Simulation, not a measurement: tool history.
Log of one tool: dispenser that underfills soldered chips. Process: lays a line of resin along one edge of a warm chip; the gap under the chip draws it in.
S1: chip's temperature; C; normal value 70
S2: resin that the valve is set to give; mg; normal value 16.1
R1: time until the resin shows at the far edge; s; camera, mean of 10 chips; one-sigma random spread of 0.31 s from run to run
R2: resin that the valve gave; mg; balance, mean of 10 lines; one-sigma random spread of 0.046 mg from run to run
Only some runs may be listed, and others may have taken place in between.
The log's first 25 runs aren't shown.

run,hour,S1,S2,R1,R2
# hour 258.8: new syringe of resin
# hour 272.3: new syringe of resin
26,272.3,56,17.1,15.4,16.14
27,284.2,56,17.1,24.6,16.07
# hour 286.2: new syringe of resin
# hour 292.7: dispensing valve cleaned and set on the balance
28,295.7,56,17.1,22.1,17.12
# hour 301.6: new syringe of resin
29,303.3,56,17.1,16.2,16.92
30,314.1,56,17.1,24.7,16.99
# hour 315.4: new syringe of resin
31,324.6,78,19,10.7,18.81
# hour 329.1: new syringe of resin
32,335.2,66,19.6,13.8,19.3
# hour 342.5: new syringe of resin
33,346.5,61,16.1,15.4,15.75

Run 34, settings as shown, results not yet in. Your forecast:
# hour 356.4: new syringe of resin
34,357.6,64,20,?,?

{"run 34": {"R1": 12.3, "R2": 19.46}}
The same run, on a tool lacking any hidden state, would have yielded R1 12 s, R2 19.98 mg.

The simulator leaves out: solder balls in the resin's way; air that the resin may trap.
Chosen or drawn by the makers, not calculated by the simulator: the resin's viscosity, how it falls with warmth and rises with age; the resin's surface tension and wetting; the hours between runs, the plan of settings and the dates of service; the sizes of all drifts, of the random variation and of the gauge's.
